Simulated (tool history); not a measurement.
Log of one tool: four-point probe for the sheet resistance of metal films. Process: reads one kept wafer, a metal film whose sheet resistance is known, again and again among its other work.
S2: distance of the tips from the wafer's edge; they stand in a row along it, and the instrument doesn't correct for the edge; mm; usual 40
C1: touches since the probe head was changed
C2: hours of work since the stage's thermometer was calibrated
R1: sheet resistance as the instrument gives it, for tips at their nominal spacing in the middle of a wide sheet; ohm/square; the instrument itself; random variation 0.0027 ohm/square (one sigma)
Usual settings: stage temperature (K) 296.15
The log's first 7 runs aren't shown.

{"run": 8, "hour": 124.8, "stage temperature (K)": 296.15, "S2": 40, "C1": 31995, "C2": 713, "R1": 13.380755}
{"run": 9, "hour": 144.1, "stage temperature (K)": 303.15, "S2": 40, "C1": 32724, "C2": 726, "R1": 13.439652}
{"run": 10, "hour": 154.5, "stage temperature (K)": 303.15, "S2": 40, "C1": 33117, "C2": 733, "R1": 13.437556}
{"run": 11, "hour": 170.0, "stage temperature (K)": 303.15, "S2": 40, "C1": 33704, "C2": 743, "R1": 13.43974}
{"run": 12, "hour": 184.0, "stage temperature (K)": 303.15, "S2": 40, "C1": 34230, "C2": 752, "R1": 13.437773}
{"run": 13, "hour": 200.5, "stage temperature (K)": 296.15, "S2": 40, "C1": 34854, "C2": 762, "R1": 13.376914}
{"run": 14, "hour": 220.5, "stage temperature (K)": 296.15, "S2": 40, "C1": 35607, "C2": 775, "R1": 13.381975}
{"run": 15, "hour": 239.2, "stage temperature (K)": 296.15, "S2": 40, "C1": 36316, "C2": 787, "R1": 13.379993}
{"run": 16, "hour": 261.0, "stage temperature (K)": 296.15, "S2": 40, "C1": 37138, "C2": 802, "R1": 13.373264}
{"run": 17, "hour": 272.0, "stage temperature (K)": 296.15, "S2": 40, "C1": 37552, "C2": 809, "R1": 13.382713}
{"run": 18, "hour": 286.4, "stage temperature (K)": 308.15, "S2": 6, "C1": 38097, "C2": 818, "R1": 13.526202}
{"run": 19, "hour": 302.4, "stage temperature (K)": 308.15, "S2": 6, "C1": 38699, "C2": 828, "R1": 13.528785}
{"run": 20, "hour": 318.9, "stage temperature (K)": 306.15, "S2": 27, "C1": 39321, "C2": 839, "R1": 13.466665}
{"run": 21, "hour": 334.7, "stage temperature (K)": 306.15, "S2": 27, "C1": 39918, "C2": 849, "R1": 13.467016}
{"run": 22, "hour": 356.3, "stage temperature (K)": 295.15, "S2": 24, "C1": 40735, "C2": 863, "R1": 13.377584}
{"run": 23, "hour": 379.1, "stage temperature (K)": 307.15, "S2": 41, "C1": 41594, "C2": 878, "R1": 13.469541}
{"run": 24, "hour": 391.6, "stage temperature (K)": 305.15, "S2": 73, "C1": 42068, "C2": 886, "R1": 13.453156}
{"run": 25, "hour": 413.4, "stage temperature (K)": 304.15, "S2": 6, "C1": 42891, "C2": 900, "R1": 13.498659}
{"run": 26, "hour": 433.2, "stage temperature (K)": 295.15, "S2": 24, "C1": 43635, "C2": 913, "R1": 13.375753}
{"run": 27, "hour": 452.3, "stage temperature (K)": 295.15, "S2": 24, "C1": 44356, "C2": 925, "R1": 13.374151}
{"run": 28, "hour": 468.3, "stage temperature (K)": 305.15, "S2": 24, "C1": 44963, "C2": 935, "R1": 13.458124}
{"run": 29, "hour": 488.4, "stage temperature (K)": 296.15, "S2": 26, "C1": 45721, "C2": 948, "R1": 13.380869}
{"run": 30, "hour": 503.7, "stage temperature (K)": 298.15, "S2": 19, "C1": 46299, "C2": 958, "R1": 13.396477}

3 ways to go on from here, each from the tool as it stands after run 30. What would each give?
{"run": "A", "hour": 522.5, "stage temperature (K)": 298.15, "S2": 13, "C1": 47006, "C2": 970, "R1": "?"}
{"run": "B", "hour": 522.5, "stage temperature (K)": 296.15, "S2": 27, "C1": 47006, "C2": 970, "R1": "?"}
{"run": "C", "hour": 522.5, "stage temperature (K)": 303.15, "S2": 13, "C1": 47006, "C2": 970, "R1": "?"}

run=A R1=13.401194
run=B R1=13.384198
run=C R1=13.448202
Without the tool's hidden state the same runs would have given:
run=A R1=13.401278
run=B R1=13.384283
run=C R1=13.448284

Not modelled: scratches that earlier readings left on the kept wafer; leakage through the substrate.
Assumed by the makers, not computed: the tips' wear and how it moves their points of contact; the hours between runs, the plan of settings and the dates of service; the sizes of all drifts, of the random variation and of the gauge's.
